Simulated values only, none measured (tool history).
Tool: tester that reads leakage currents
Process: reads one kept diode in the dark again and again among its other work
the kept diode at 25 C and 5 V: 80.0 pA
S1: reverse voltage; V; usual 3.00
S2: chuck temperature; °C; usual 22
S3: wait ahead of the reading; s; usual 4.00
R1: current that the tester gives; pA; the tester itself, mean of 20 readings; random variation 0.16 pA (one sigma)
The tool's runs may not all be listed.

| run | hour | S1 | S2 | S3 | R1 |
|---|---|---|---|---|---|
| 1 | 0.0 | 3.00 | 22 | 4.00 | 49.53 |
| 2 | 107.7 | 3.00 | 22 | 4.00 | 49.90 |
| 3 | 314.6 | 3.00 | 22 | 1.42 | 49.98 |
| 4 | 437.6 | 3.00 | 22 | 1.42 | 50.20 |
|  | 482.4 | chuck's temperature calibrated |
| 5 | 558.2 | 3.00 | 22 | 1.78 | 50.17 |
| 6 | 782.2 | 3.00 | 22 | 1.78 | 49.81 |
| 7 | 1005.5 | 3.00 | 22 | 1.78 | 49.92 |
| 8 | 1133.1 | 3.16 | 22 | 1.78 | 51.47 |
| 9 | 1251.4 | 3.16 | 22 | 1.78 | 51.20 |
| 10 | 1385.8 | 3.16 | 22 | 1.78 | 51.27 |
|  | 1455.8 | tester calibrated |
| 11 | 1500.9 | 3.00 | 22 | 1.08 | 50.43 |
| 12 | 1596.7 | 3.00 | 22 | 1.08 | 50.44 |
| 13 | 1760.0 | 3.00 | 22 | 1.08 | 50.35 |
| 14 | 1942.5 | 3.00 | 22 | 1.08 | 50.49 |
| 15 | 2048.5 | 3.00 | 22 | 2.91 | 49.80 |
| 16 | 2158.8 | 3.00 | 22 | 2.91 | 49.67 |
| 17 | 2358.6 | 3.00 | 22 | 2.91 | 50.01 |
| 18 | 2546.6 | 3.00 | 22 | 2.91 | 49.92 |
|  | 2632.1 | probe card cleaned and baked |
| 19 | 2672.4 | 3.00 | 22 | 2.91 | 49.54 |
| 20 | 2846.1 | 3.00 | 22 | 2.91 | 49.57 |
| 21 | 2952.9 | 3.00 | 22 | 2.91 | 49.64 |
| 22 | 3114.2 | 3.00 | 22 | 2.91 | 49.78 |
| 23 | 3249.4 | 3.00 | 22 | 2.91 | 49.88 |
| 24 | 3341.9 | 3.00 | 22 | 2.91 | 49.89 |
| 25 | 3557.9 | 3.93 | 59 | 7.00 | 691.88 |
| 26 | 3667.9 | 3.93 | 59 | 7.00 | 694.22 |
| 27 | 3820.0 | 1.10 | 53 | 4.00 | 254.05 |
| 28 | 3973.6 | 1.39 | 29 | 1.36 | 57.15 |
| 29 | 4146.1 | 1.41 | 29 | 3.27 | 57.09 |
| 30 | 4301.2 | 1.41 | 29 | 3.27 | 57.31 |
| 31 | 4436.6 | 5.85 | 28 | 0.35 | 112.91 |
|  | 4638.7 | chuck's temperature calibrated |
| 32 | 4638.7 | 5.85 | 28 | 0.35 | 113.34 |
| 33 | 4781.4 | 3.00 | 26 | 1.16 | 67.50 |
| 34 | 4879.3 | 3.00 | 26 | 1.16 | 67.76 |
| 35 | 5082.2 | 3.00 | 26 | 1.16 | 67.50 |
| 36 | 5261.9 | 3.99 | 36 | 0.37 | 161.21 |
| 37 | 5440.9 | 3.99 | 36 | 0.37 | 161.13 |
| 38 | 5604.8 | 1.57 | 58 | 1.37 | 413.31 |

The same runs without the tool's hidden state, with the same run-to-run variation:
The hidden state here: stray current of the dirty probe card, pA a volt; current scale over the true one, %; true chuck temperature over the reading, C; drift of the gauge itself on leakage_pa, %.
| run | R1 |
|---|---|
| 1 | 49.47 |
| 2 | 49.85 |
| 3 | 49.92 |
| 4 | 50.14 |
| 5 | 50.14 |
| 6 | 49.78 |
| 7 | 49.89 |
| 8 | 51.43 |
| 9 | 51.17 |
| 10 | 51.23 |
| 11 | 50.40 |
| 12 | 50.41 |
| 13 | 50.32 |
| 14 | 50.46 |
| 15 | 49.76 |
| 16 | 49.63 |
| 17 | 49.97 |
| 18 | 49.87 |
| 19 | 49.53 |
| 20 | 49.55 |
| 21 | 49.63 |
| 22 | 49.76 |
| 23 | 49.86 |
| 24 | 49.87 |
| 25 | 691.68 |
| 26 | 694.00 |
| 27 | 253.96 |
| 28 | 57.13 |
| 29 | 57.06 |
| 30 | 57.28 |
| 31 | 112.84 |
| 32 | 113.31 |
| 33 | 67.48 |
| 34 | 67.74 |
| 35 | 67.47 |
| 36 | 161.16 |
| 37 | 161.07 |
| 38 | 413.20 |
